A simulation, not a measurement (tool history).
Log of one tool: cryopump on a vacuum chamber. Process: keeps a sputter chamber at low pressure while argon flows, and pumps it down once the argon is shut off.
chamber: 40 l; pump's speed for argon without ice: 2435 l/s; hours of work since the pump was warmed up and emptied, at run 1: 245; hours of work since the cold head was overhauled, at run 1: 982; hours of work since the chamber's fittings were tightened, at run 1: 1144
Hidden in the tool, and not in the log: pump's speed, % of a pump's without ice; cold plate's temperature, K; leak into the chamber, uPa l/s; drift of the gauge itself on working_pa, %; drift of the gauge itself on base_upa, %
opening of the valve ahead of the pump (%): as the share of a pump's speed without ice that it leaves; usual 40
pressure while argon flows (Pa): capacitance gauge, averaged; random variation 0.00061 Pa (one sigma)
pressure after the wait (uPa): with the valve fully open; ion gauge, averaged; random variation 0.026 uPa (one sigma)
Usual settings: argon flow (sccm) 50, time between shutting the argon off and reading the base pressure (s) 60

run	hour	argon flow (sccm)	time between shutting the argon off and reading the base pressure (s)	opening of the valve ahead of the pump (%)	hours of work since the pump was warmed up and emptied	hours of work since the cold head was overhauled	hours of work since the chamber's fittings were tightened	pressure while argon flows (Pa)	pressure after the wait (uPa)
1	0	50	60	40	245	982	1144	0.0928	1.67
2	27.9	50	60	40	261	998	1160	0.0923	1.73
3	69.3	50	60	40	285	1022	1184	0.0934	1.62
4	95	50	60	40	300	1037	1198	0.0933	1.72
5	114.6	50	24	40	311	1048	1210	0.094	3.18
6	142.7	50	60	40	327	1064	1226	0.0942	1.74
7	166.5	50	60	40	341	1078	1239	0.0939	1.7
8	187.5	50	60	40	353	1090	1252	0.0945	1.75
9	214.5	50	60	40	369	1105	1267	0.095	1.77
10	255.1	50	60	40	392	1129	1290	0.0962	1.8
11	285.1	50	60	40	409	1146	1308	0.0957	1.82
12	319.4	50	60	40	429	1166	1327	0.097	1.87
13	349.6	50	60	40	446	1183	1345	0.0978	1.84
14	374.8	50	60	53	461	1198	1359	0.0762	1.9
15	399.3	58	60	40	475	1212	1373	0.1134	1.88
16	427.2	58	60	40	491	1228	1389	0.1131	1.9
17	460.7	32	60	40	510	1247	1409	0.0632	1.94
18	485.3	26	60	40	524	1261	1423	0.0527	1.97
19	521.1	26	60	40	545	1282	1443	0.052	1.93
20	554.2	26	60	40	564	1301	1462	0.0524	1.91
21	590.7	46	53	17	585	1322	1484	0.2007	2.12
22	628.9	46	39	29	607	1344	1505	0.1236	2.53
23	650.2	50	283	42	619	1356	1518	0.0984	1.26
24	687.3	50	122	57	641	1378	1539	0.0758	1.59
25	712.1	50	122	57	655	1392	1553	0.078	1.56
26	737.5	50	122	21	670	1406	1568	0.1818	1.62
27	768.1	50	122	21	687	1424	1586	0.1815	1.58
28	805.2	66	106	38	708	1445	1607	0.1434	1.71
# hour 821.8: pump warmed up, emptied and cooled again
29	845.6	83	257	28	14	1466	1627	0.2095	0.99
30	879.4	83	257	28	33	1485	1647	0.2082	1.05
31	918	80	24	51	55	1507	1669	0.1107	3.28
32	956.7	80	24	56	78	1530	1691	0.1028	3.34
33	984.6	80	24	56	94	1546	1707	0.1041	3.35
34	1006.1	50	89	25	106	1558	1720	0.1419	1.56

Forecast each of these 3 alternatives for the next run:
A	1028.6	29	40	40	119	1571	1733	?	?
B	1028.6	56	174	54	119	1571	1733	?	?
C	1028.6	25	93	18	119	1571	1733	?	?

run	pressure while argon flows (Pa)	pressure after the wait (uPa)
A	0.0515	2.31
B	0.0762	1.22
C	0.0976	1.5
Without the tool's hidden state the same runs would have given:
run	pressure while argon flows (Pa)	pressure after the wait (uPa)
A	0.0497	1.56
B	0.0727	0.45
C	0.0961	0.74
